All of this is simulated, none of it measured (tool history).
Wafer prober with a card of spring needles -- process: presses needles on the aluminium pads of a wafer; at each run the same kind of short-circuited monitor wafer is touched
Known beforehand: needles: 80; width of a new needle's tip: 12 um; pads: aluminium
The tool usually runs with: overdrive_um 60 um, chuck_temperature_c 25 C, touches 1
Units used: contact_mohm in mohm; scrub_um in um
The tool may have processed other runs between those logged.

run	hour	overdrive_um	chuck_temperature_c	touches	contact_mohm	scrub_um
1	0	60	25	1	181	12.82
# hour 12: tips cleaned on abrasive film
# hour 26.7: tips cleaned on abrasive film
2	34	45	25	1	217	9.55
# hour 40.2: tips cleaned on abrasive film
# hour 46.6: height of the first contact set anew
# hour 55.2: tips cleaned on abrasive film
# hour 69.9: tips cleaned on abrasive film
3	82.1	45	25	1	221	9.69
# hour 85.2: tips cleaned on abrasive film
# hour 100.4: tips cleaned on abrasive film
# hour 115.5: tips cleaned on abrasive film
# hour 128.4: tips cleaned on abrasive film
4	128.4	45	25	1	183	9.68
# hour 143.4: tips cleaned on abrasive film
5	154.4	45	25	1	224	9.67
# hour 157.6: tips cleaned on abrasive film
# hour 171.9: tips cleaned on abrasive film
6	178.5	60	77	1	209	12.87
# hour 184.7: tips cleaned on abrasive film
# hour 200: tips cleaned on abrasive film
7	211.9	60	77	1	210	12.88
# hour 215: tips cleaned on abrasive film
# hour 227.3: tips cleaned on abrasive film
# hour 242.2: tips cleaned on abrasive film
# hour 257.2: tips cleaned on abrasive film
# hour 269.7: tips cleaned on abrasive film
8	269.7	60	77	1	195	12.83
# hour 284.8: tips cleaned on abrasive film
# hour 300: tips cleaned on abrasive film
# hour 312.3: tips cleaned on abrasive film
9	320.2	59	25	1	206	12.57
# hour 326: tips cleaned on abrasive film
# hour 332.4: height of the first contact set anew
# hour 341.7: tips cleaned on abrasive film
# hour 356.1: tips cleaned on abrasive film
# hour 370.3: tips cleaned on abrasive film
10	370.5	59	25	1	181	12.75
# hour 382.7: tips cleaned on abrasive film
# hour 397.1: tips cleaned on abrasive film
11	402.1	60	25	1	195	12.93
# hour 411.2: tips cleaned on abrasive film
# hour 426.2: tips cleaned on abrasive film
# hour 438.5: tips cleaned on abrasive film
12	440.4	60	25	1	191	12.93
# hour 452.1: tips cleaned on abrasive film
# hour 466.9: tips cleaned on abrasive film
13	467.5	60	25	1	181	12.9
# hour 479.3: tips cleaned on abrasive film
# hour 491.6: tips cleaned on abrasive film
# hour 506.6: tips cleaned on abrasive film
# hour 521.3: tips cleaned on abrasive film
14	521.3	60	115	1	200	12.84
# hour 536: tips cleaned on abrasive film
# hour 548.3: tips cleaned on abrasive film
# hour 563.7: tips cleaned on abrasive film
# hour 576.7: tips cleaned on abrasive film
15	576.7	60	115	1	198	12.75
# hour 591.3: tips cleaned on abrasive film
# hour 606.4: tips cleaned on abrasive film
16	609.4	79	107	2	197	16.91
# hour 618.7: height of the first contact set anew
# hour 621.8: tips cleaned on abrasive film
# hour 636.2: tips cleaned on abrasive film
17	637.3	79	107	2	194	17.07

Forecast run 18:
# hour 649.1: tips cleaned on abrasive film
# hour 663.7: tips cleaned on abrasive film
18	663.7	79	107	2	?	?

contact_mohm: 194 mohm
scrub_um: 17.02 um
Without the tool's hidden state the same run would have given contact_mohm 193 mohm, scrub_um 17.06 um.
